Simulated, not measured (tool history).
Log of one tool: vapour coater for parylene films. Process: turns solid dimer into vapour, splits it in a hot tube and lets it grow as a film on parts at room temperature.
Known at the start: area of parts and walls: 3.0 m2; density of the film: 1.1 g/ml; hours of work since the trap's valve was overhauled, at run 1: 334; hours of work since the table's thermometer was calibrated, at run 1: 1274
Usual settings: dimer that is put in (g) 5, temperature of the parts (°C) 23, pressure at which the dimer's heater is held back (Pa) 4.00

| run | day | dimer that is put in (g) | temperature of the parts (°C) | pressure at which the dimer's heater is held back (Pa) | hours of work since the trap's valve was overhauled | hours of work since the table's thermometer was calibrated | thickness of the film (um) |
|---|---|---|---|---|---|---|---|
| 1 | 0.000 | 5 | 23 | 4.00 | 334 | 1274 | 1.141 |
| 2 | 1.158 | 5 | 23 | 4.00 | 357 | 1297 | 1.134 |
| 3 | 2.475 | 5 | 23 | 4.00 | 384 | 1323 | 1.131 |
| 4 | 3.192 | 5 | 23 | 4.00 | 398 | 1338 | 1.121 |
| 5 | 4.021 | 5 | 23 | 4.00 | 415 | 1354 | 1.128 |
| 6 | 4.742 | 3 | 23 | 4.00 | 429 | 1369 | 0.669 |
| 7 | 5.467 | 3 | 23 | 4.00 | 444 | 1383 | 0.672 |
|  | 6.867 | trap's valve overhauled |
| 8 | 7.154 | 3 | 23 | 11.63 | 6 | 1414 | 0.567 |
| 9 | 8.488 | 3 | 23 | 11.63 | 33 | 1441 | 0.586 |
| 10 | 9.262 | 5 | 32 | 7.50 | 48 | 1456 | 0.714 |
|  | 10.296 | table's thermometer calibrated |
| 11 | 10.650 | 6 | 23 | 6.99 | 75 | 7 | 1.295 |
| 12 | 11.829 | 4 | 23 | 4.00 | 99 | 31 | 0.957 |
| 13 | 12.679 | 6 | 19 | 5.30 | 116 | 48 | 1.615 |
| 14 | 13.429 | 3 | 21 | 9.30 | 131 | 63 | 0.653 |
| 15 | 14.900 | 3 | 21 | 9.30 | 160 | 93 | 0.653 |
| 16 | 15.954 | 2 | 23 | 6.95 | 182 | 114 | 0.421 |
| 17 | 17.079 | 2 | 23 | 4.14 | 204 | 136 | 0.462 |
| 18 | 18.183 | 5 | 27 | 4.00 | 226 | 158 | 0.993 |

The same runs without the tool's hidden state, with the same run-to-run variation:
The hidden state here: vapour lost through the trap's worn valve, %; true temperature of the parts over the reading, C; drift of the gauge itself on film_um, %.
| run | thickness of the film (um) |
|---|---|
| 1 | 1.232 |
| 2 | 1.229 |
| 3 | 1.233 |
| 4 | 1.228 |
| 5 | 1.239 |
| 6 | 0.738 |
| 7 | 0.742 |
| 8 | 0.582 |
| 9 | 0.604 |
| 10 | 0.739 |
| 11 | 1.317 |
| 12 | 0.978 |
| 13 | 1.656 |
| 14 | 0.672 |
| 15 | 0.676 |
| 16 | 0.438 |
| 17 | 0.483 |
| 18 | 1.043 |
